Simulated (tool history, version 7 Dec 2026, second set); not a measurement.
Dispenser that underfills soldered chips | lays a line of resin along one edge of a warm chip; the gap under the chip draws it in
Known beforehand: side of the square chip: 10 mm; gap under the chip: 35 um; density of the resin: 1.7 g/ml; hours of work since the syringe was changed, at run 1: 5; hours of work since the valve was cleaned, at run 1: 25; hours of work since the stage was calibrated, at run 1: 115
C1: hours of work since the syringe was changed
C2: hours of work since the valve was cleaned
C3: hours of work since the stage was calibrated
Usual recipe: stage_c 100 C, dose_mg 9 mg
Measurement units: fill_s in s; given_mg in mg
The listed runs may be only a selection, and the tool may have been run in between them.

{"run": 1, "hour": 0.0, "stage_c": 100, "dose_mg": 9, "C1": 5, "C2": 25, "C3": 115, "fill_s": 203.3, "given_mg": 8.9}
{"run": 2, "hour": 2.2, "stage_c": 100, "dose_mg": 8.2, "C1": 7, "C2": 27, "C3": 117, "fill_s": 220.4, "given_mg": 8.06}
{"run": 3, "hour": 4.6, "stage_c": 100, "dose_mg": 7.86, "C1": 8, "C2": 28, "C3": 118, "fill_s": 239.9, "given_mg": 7.63}
{"hour": 5.9, "done": "new syringe of resin"}
{"run": 4, "hour": 9.8, "stage_c": 100, "dose_mg": 7.86, "C1": 3, "C2": 32, "C3": 122, "fill_s": 191.2, "given_mg": 7.62}
{"run": 5, "hour": 13.6, "stage_c": 100, "dose_mg": 9, "C1": 5, "C2": 35, "C3": 124, "fill_s": 209.3, "given_mg": 8.86}
{"hour": 19.1, "done": "new syringe of resin"}
{"run": 6, "hour": 19.1, "stage_c": 100, "dose_mg": 9, "C1": 0, "C2": 38, "C3": 128, "fill_s": 166.4, "given_mg": 8.85}
{"run": 7, "hour": 23.7, "stage_c": 100, "dose_mg": 9, "C1": 3, "C2": 41, "C3": 131, "fill_s": 192.5, "given_mg": 8.64}
{"run": 8, "hour": 27.0, "stage_c": 100, "dose_mg": 10.31, "C1": 6, "C2": 44, "C3": 134, "fill_s": 204.5, "given_mg": 10.08}
{"run": 9, "hour": 30.5, "stage_c": 100, "dose_mg": 10.31, "C1": 8, "C2": 46, "C3": 136, "fill_s": 226.9, "given_mg": 10.08}
{"hour": 32.3, "done": "new syringe of resin"}
{"run": 10, "hour": 33.4, "stage_c": 100, "dose_mg": 10.31, "C1": 1, "C2": 48, "C3": 138, "fill_s": 164.6, "given_mg": 10.07}
{"run": 11, "hour": 37.4, "stage_c": 100, "dose_mg": 10.31, "C1": 4, "C2": 51, "C3": 141, "fill_s": 183.8, "given_mg": 9.92}
{"run": 12, "hour": 41.2, "stage_c": 97, "dose_mg": 9.38, "C1": 6, "C2": 54, "C3": 143, "fill_s": 225.8, "given_mg": 9.08}

Results per run with the tool's hidden condition removed, run-to-run variation unchanged:
Hidden state at play: resin's viscosity, % of fresh resin's; dose that the valve gives, % of what is set; true chip temperature over the reading, C; drift of the gauge itself on fill_s, %; drift of the gauge itself on given_mg, %.
run=1 fill_s=166.8 given_mg=9.04
run=2 fill_s=169.7 given_mg=8.2
run=3 fill_s=172.7 given_mg=7.78
run=4 fill_s=172.2 given_mg=7.78
run=5 fill_s=169.6 given_mg=9.07
run=6 fill_s=166.6 given_mg=9.09
run=7 fill_s=169.4 given_mg=8.89
run=8 fill_s=163.9 given_mg=10.38
run=9 fill_s=165.1 given_mg=10.41
run=10 fill_s=163 given_mg=10.41
run=11 fill_s=162.5 given_mg=10.27
run=12 fill_s=178.9 given_mg=9.43
